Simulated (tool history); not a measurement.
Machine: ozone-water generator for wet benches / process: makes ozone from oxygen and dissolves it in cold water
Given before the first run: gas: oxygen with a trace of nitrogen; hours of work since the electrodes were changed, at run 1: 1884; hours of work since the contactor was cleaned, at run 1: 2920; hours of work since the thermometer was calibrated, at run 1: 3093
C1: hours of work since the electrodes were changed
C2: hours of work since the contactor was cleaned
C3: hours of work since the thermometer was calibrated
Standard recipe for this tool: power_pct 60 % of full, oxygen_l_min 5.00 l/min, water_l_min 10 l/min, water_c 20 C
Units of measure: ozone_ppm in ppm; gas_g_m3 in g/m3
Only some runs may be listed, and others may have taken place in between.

run 1 day=0.000 | power_pct=60 oxygen_l_min=5.00 water_l_min=10 water_c=20 | C1=1884 C2=2920 C3=3093 | ozone_ppm=23.9 gas_g_m3=155.6
run 2 day=1.629 | power_pct=60 oxygen_l_min=5.00 water_l_min=10 water_c=20 | C1=1914 C2=2950 C3=3123 | ozone_ppm=24.1 gas_g_m3=157.2
run 3 day=3.654 | power_pct=60 oxygen_l_min=5.00 water_l_min=10 water_c=20 | C1=1952 C2=2987 C3=3160 | ozone_ppm=24.2 gas_g_m3=155.7
run 4 day=5.150 | power_pct=60 oxygen_l_min=5.00 water_l_min=10 water_c=20 | C1=1979 C2=3015 C3=3188 | ozone_ppm=23.8 gas_g_m3=156.3
run 5 day=7.621 | power_pct=60 oxygen_l_min=5.00 water_l_min=10 water_c=20 | C1=2025 C2=3061 C3=3233 | ozone_ppm=23.9 gas_g_m3=153.8
run 6 day=10.321 | power_pct=60 oxygen_l_min=5.00 water_l_min=10 water_c=20 | C1=2075 C2=3110 C3=3283 | ozone_ppm=24.0 gas_g_m3=153.9
run 7 day=13.458 | power_pct=60 oxygen_l_min=5.00 water_l_min=7 water_c=20 | C1=2133 C2=3168 C3=3341 | ozone_ppm=28.5 gas_g_m3=154.3
run 8 day=15.725 | power_pct=60 oxygen_l_min=5.00 water_l_min=7 water_c=20 | C1=2175 C2=3210 C3=3383 | ozone_ppm=28.7 gas_g_m3=154.4
-- day=17.700 water thermometer calibrated
run 9 day=19.196 | power_pct=60 oxygen_l_min=5.00 water_l_min=7 water_c=20 | C1=2238 C2=3274 C3=28 | ozone_ppm=28.8 gas_g_m3=152.9
run 10 day=21.592 | power_pct=60 oxygen_l_min=5.00 water_l_min=10 water_c=20 | C1=2283 C2=3318 C3=72 | ozone_ppm=23.9 gas_g_m3=152.3
run 11 day=24.700 | power_pct=60 oxygen_l_min=5.00 water_l_min=10 water_c=20 | C1=2340 C2=3376 C3=129 | ozone_ppm=23.7 gas_g_m3=152.0
run 12 day=26.892 | power_pct=60 oxygen_l_min=5.00 water_l_min=8 water_c=20 | C1=2381 C2=3416 C3=170 | ozone_ppm=26.7 gas_g_m3=152.3
run 13 day=28.979 | power_pct=60 oxygen_l_min=5.00 water_l_min=10 water_c=20 | C1=2419 C2=3455 C3=208 | ozone_ppm=23.8 gas_g_m3=152.4
run 14 day=31.583 | power_pct=60 oxygen_l_min=5.00 water_l_min=10 water_c=20 | C1=2467 C2=3503 C3=256 | ozone_ppm=23.7 gas_g_m3=153.1
-- day=33.308 contactor cleaned
run 15 day=33.738 | power_pct=60 oxygen_l_min=4.15 water_l_min=10 water_c=20 | C1=2504 C2=8 C3=293 | ozone_ppm=23.7 gas_g_m3=170.1
run 16 day=35.550 | power_pct=60 oxygen_l_min=3.09 water_l_min=10 water_c=20 | C1=2537 C2=41 C3=327 | ozone_ppm=24.9 gas_g_m3=204.1
run 17 day=37.392 | power_pct=60 oxygen_l_min=3.09 water_l_min=10 water_c=18 | C1=2571 C2=75 C3=360 | ozone_ppm=25.4 gas_g_m3=203.3
run 18 day=40.858 | power_pct=60 oxygen_l_min=2.52 water_l_min=10 water_c=25 | C1=2635 C2=139 C3=425 | ozone_ppm=23.3 gas_g_m3=230.1
run 19 day=43.983 | power_pct=60 oxygen_l_min=2.52 water_l_min=10 water_c=25 | C1=2693 C2=197 C3=482 | ozone_ppm=23.3 gas_g_m3=226.7
run 20 day=45.729 | power_pct=48 oxygen_l_min=2.52 water_l_min=10 water_c=25 | C1=2725 C2=229 C3=514 | ozone_ppm=20.6 gas_g_m3=204.5
-- day=46.800 contactor cleaned, once more
run 21 day=49.208 | power_pct=49 oxygen_l_min=6.20 water_l_min=16 water_c=20 | C1=2786 C2=44 C3=576 | ozone_ppm=15.3 gas_g_m3=121.6
run 22 day=51.342 | power_pct=58 oxygen_l_min=4.72 water_l_min=16 water_c=20 | C1=2826 C2=84 C3=615 | ozone_ppm=17.3 gas_g_m3=154.4
run 23 day=53.783 | power_pct=58 oxygen_l_min=4.72 water_l_min=9 water_c=25 | C1=2871 C2=129 C3=660 | ozone_ppm=22.8 gas_g_m3=151.8
run 24 day=57.183 | power_pct=60 oxygen_l_min=3.78 water_l_min=10 water_c=23 | C1=2934 C2=192 C3=723 | ozone_ppm=23.9 gas_g_m3=178.5
run 25 day=58.729 | power_pct=60 oxygen_l_min=3.78 water_l_min=10 water_c=23 | C1=2962 C2=220 C3=751 | ozone_ppm=24.1 gas_g_m3=178.0
run 26 day=61.158 | power_pct=60 oxygen_l_min=3.78 water_l_min=10 water_c=23 | C1=3007 C2=265 C3=796 | ozone_ppm=23.8 gas_g_m3=179.0
run 27 day=64.608 | power_pct=60 oxygen_l_min=3.78 water_l_min=10 water_c=23 | C1=3071 C2=329 C3=860 | ozone_ppm=23.7 gas_g_m3=176.2
run 28 day=66.662 | power_pct=60 oxygen_l_min=3.78 water_l_min=10 water_c=23 | C1=3109 C2=367 C3=898 | ozone_ppm=23.8 gas_g_m3=174.8
run 29 day=70.100 | power_pct=60 oxygen_l_min=3.78 water_l_min=10 water_c=23 | C1=3172 C2=430 C3=961 | ozone_ppm=23.8 gas_g_m3=178.1
run 30 day=73.433 | power_pct=56 oxygen_l_min=4.63 water_l_min=13 water_c=20 | C1=3234 C2=492 C3=1023 | ozone_ppm=20.0 gas_g_m3=151.0
run 31 day=75.738 | power_pct=57 oxygen_l_min=4.63 water_l_min=10 water_c=20 | C1=3276 C2=534 C3=1066 | ozone_ppm=23.4 gas_g_m3=151.8
run 32 day=77.196 | power_pct=77 oxygen_l_min=5.07 water_l_min=10 water_c=19 | C1=3303 C2=561 C3=1092 | ozone_ppm=26.9 gas_g_m3=165.3
run 33 day=79.271 | power_pct=77 oxygen_l_min=5.07 water_l_min=10 water_c=19 | C1=3342 C2=600 C3=1131 | ozone_ppm=27.0 gas_g_m3=166.7

Selected run-to-run steps in ozone_ppm, each split into two signed amounts: the part the tool would show with no hidden state at all (from settings, incoming material and random variation), and the remainder, which goes to the hidden state together with any gauge scatter not common to the measured and the hidden-state-free results:
The hidden state here: yield of the discharge, % of new electrodes'; contactor's efficiency, % of a clean one's; true water temperature over the reading, C; drift of the gauge itself on ozone_ppm, %; drift of the gauge itself on gas_g_m3, %.
Run 9 -> 10: water_l_min 7 -> 10. ozone_ppm -4.9 ppm: hidden state +0.3, all else -5.2.
Run 14 -> 15: oxygen_l_min 5.00 -> 4.15, contactor cleaned. ozone_ppm +0.0 ppm: hidden state -0.8, all else +0.8.
Run 20 -> 21: power_pct 48 -> 49, oxygen_l_min 2.52 -> 6.20, water_l_min 10 -> 16, water_c 25 -> 20, contactor cleaned, once more. ozone_ppm -5.3 ppm: hidden state +1.9, all else -7.2.
Run 22 -> 23: water_l_min 16 -> 9, water_c 20 -> 25. ozone_ppm +5.5 ppm: hidden state -0.5, all else +6.0.
Run 31 -> 32: power_pct 57 -> 77, oxygen_l_min 4.63 -> 5.07, water_c 20 -> 19. ozone_ppm +3.5 ppm: hidden state -1.1, all else +4.6.
